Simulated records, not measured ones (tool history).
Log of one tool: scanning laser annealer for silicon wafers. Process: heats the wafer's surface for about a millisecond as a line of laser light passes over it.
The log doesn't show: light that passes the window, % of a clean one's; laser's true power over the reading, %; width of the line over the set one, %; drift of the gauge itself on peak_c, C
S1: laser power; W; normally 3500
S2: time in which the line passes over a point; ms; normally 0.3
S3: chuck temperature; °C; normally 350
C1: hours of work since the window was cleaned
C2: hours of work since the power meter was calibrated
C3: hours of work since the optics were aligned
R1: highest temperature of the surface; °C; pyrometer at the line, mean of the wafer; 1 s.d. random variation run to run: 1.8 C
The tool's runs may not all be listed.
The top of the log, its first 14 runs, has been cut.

run 15 hour=455.1 | S1=3848 S2=0.3 S3=334 | C1=145 C2=344 C3=71 | R1=1132
run 16 hour=489.8 | S1=3843 S2=0.3 S3=350 | C1=170 C2=369 C3=96 | R1=1147
run 17 hour=512.6 | S1=3843 S2=0.3 S3=350 | C1=186 C2=385 C3=113 | R1=1147
run 18 hour=544.3 | S1=3198 S2=0.3 S3=350 | C1=209 C2=408 C3=135 | R1=997
run 19 hour=574.6 | S1=3500 S2=0.3 S3=350 | C1=231 C2=430 C3=157 | R1=1068
run 20 hour=601.5 | S1=3500 S2=0.3 S3=350 | C1=251 C2=449 C3=177 | R1=1064
run 21 hour=630.2 | S1=3404 S2=0.213 S3=321 | C1=271 C2=470 C3=197 | R1=915
run 22 hour=659.5 | S1=3654 S2=0.3 S3=329 | C1=292 C2=491 C3=218 | R1=1076
run 23 hour=678.6 | S1=3654 S2=0.3 S3=329 | C1=306 C2=505 C3=232 | R1=1077
run 24 hour=707.9 | S1=3614 S2=0.222 S3=312 | C1=327 C2=526 C3=253 | R1=955
run 25 hour=733.6 | S1=3237 S2=0.277 S3=331 | C1=346 C2=544 C3=272 | R1=962
run 26 hour=774.9 | S1=3141 S2=0.277 S3=364 | C1=376 C2=574 C3=302 | R1=971
run 27 hour=808.2 | S1=3141 S2=0.222 S3=321 | C1=400 C2=598 C3=326 | R1=871
run 28 hour=837.9 | S1=3500 S2=0.259 S3=350 | C1=421 C2=620 C3=347 | R1=1009
run 29 hour=880 | S1=3427 S2=0.337 S3=366 | C1=451 C2=650 C3=377 | R1=1086
run 30 hour=912.4 | S1=3427 S2=0.337 S3=366 | C1=475 C2=673 C3=401 | R1=1088
run 31 hour=954.7 | S1=3427 S2=0.337 S3=366 | C1=505 C2=704 C3=431 | R1=1086
run 32 hour=989.3 | S1=3809 S2=0.337 S3=366 | C1=530 C2=729 C3=456 | R1=1165
run 33 hour=1017.2 | S1=3411 S2=0.3 S3=383 | C1=550 C2=749 C3=476 | R1=1059

For run 34, what comes out?
run 34 hour=1055 | S1=3411 S2=0.3 S3=383 | C1=578 C2=776 C3=504 | R1=?

Run 34 came out at R1 1060 °C.
Had the tool carried no hidden state, the very same run would have given R1 1097 °C.
